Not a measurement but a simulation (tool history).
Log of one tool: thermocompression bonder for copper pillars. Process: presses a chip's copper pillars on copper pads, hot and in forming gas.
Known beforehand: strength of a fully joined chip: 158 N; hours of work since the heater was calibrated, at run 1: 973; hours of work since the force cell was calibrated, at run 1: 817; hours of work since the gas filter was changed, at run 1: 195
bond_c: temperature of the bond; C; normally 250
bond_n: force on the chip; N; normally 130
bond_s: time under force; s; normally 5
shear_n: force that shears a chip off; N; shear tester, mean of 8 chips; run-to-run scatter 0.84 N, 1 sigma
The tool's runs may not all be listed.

run    hour  bond_c  bond_n  bond_s  hours of work since the heater was calibrated  hours of work since the force cell was calibrated  hours of work since the gas filter was changed  shear_n
  1       0     250     130       5                                            973                                                817                                             195     58.4
  2    37.6     250     130       5                                            990                                                834                                             212     56.3
  3    69.6     268     130       5                                           1005                                                849                                             227     71.4
  4      99     250     187       5                                           1018                                                862                                             240     68.9
  5     148     279     130       5                                           1040                                                885                                             263     77.4
  6   172.4     279     130       5                                           1052                                                896                                             274     78.1
  7   221.7     279     130       5                                           1074                                                918                                             296     78.5
  8   252.3     250     130       5                                           1088                                                932                                             310     55.2
  9     274     250     130       5                                           1098                                                942                                             320     54.6
 10   323.7     250     130       5                                           1121                                                965                                             343     53.9
 11   368.1     248     130       5                                           1141                                                985                                             363     51.6
 12   404.7     248     130       5                                           1158                                               1002                                             380     51.7
 13   433.2     250     130       5                                           1171                                               1015                                             393     53.8
 14   460.2     250     130       5                                           1183                                               1027                                             405     52.8
 15   499.5     271     130       5                                           1201                                               1045                                             423     69.5
 16   529.5     250      83       5                                           1215                                               1059                                             437     39.2
 17   577.4     250      83       5                                           1237                                               1081                                             459     38.8
 18   620.6     250     130       3                                           1256                                               1101                                             479     42.1
      636.3  -- forming gas filter changed
 19   651.7     250     130       3                                           1270                                               1115                                               7     48.1
 20   693.8     250     130       5                                           1290                                               1134                                              26     58.6
 21   716.4     250     123       7                                           1300                                               1144                                              37     63.6
 22   760.9     241     150       5                                           1320                                               1165                                              57     54.8
 23   784.6     242     151       7                                           1331                                               1175                                              68       63
 24   812.1     242     151       7                                           1344                                               1188                                              80     62.9
      816.9  -- force cell calibrated
 25   835.8     242     151       7                                           1354                                                  9                                              90     63.8
 26   864.4     242     151       7                                           1367                                                 22                                             104     63.1
 27   906.6     242     117       7                                           1386                                                 41                                             123     53.6
 28     931     242     117       7                                           1397                                                 52                                             134     53.5
 29   981.4     250      95       5                                           1420                                                 75                                             157     45.8
 30  1018.6     250      95       5                                           1437                                                 92                                             174     44.6
 31  1067.7     250      95       5                                           1460                                                115                                             196     45.7
 32  1103.4     263      81       5                                           1476                                                131                                             213     46.4
     1119.1  -- force cell calibrated, once more
 33  1136.9     259     171       5                                           1491                                                  8                                             227     74.2
 34  1174.5     264     177       5                                           1508                                                 25                                             245     78.9
 35  1202.6     261      88      11                                           1521                                                 38                                             257     66.4
 36  1239.3     244     129       6                                           1537                                                 55                                             274     54.2
 37  1287.1     251     106       4                                           1559                                                 77                                             296     43.7
 38  1315.5     250     130       4                                           1572                                                 90                                             309       49
 39  1349.5     278     102       8                                           1588                                                105                                             324     77.3
 40  1394.6     234     100      10                                           1608                                                126                                             345     47.3

Alternative continuations, all from the tool just after run 40; predict every row:
  A  1444.1     250      86       7                                           1631                                                148                                             368        ?
  B  1444.1     250     158       3                                           1631                                                148                                             368        ?
  C  1444.1     249      82       3                                           1631                                                148                                             368        ?
  D  1444.1     225     160       5                                           1631                                                148                                             368        ?

run  shear_n
  A     46.5
  B     48.8
  C     29.4
  D       42
Stripped of hidden state, with their random variation kept, the same runs would have yielded:
run  shear_n
  A     59.5
  B     62.2
  C     38.4
  D     54.9
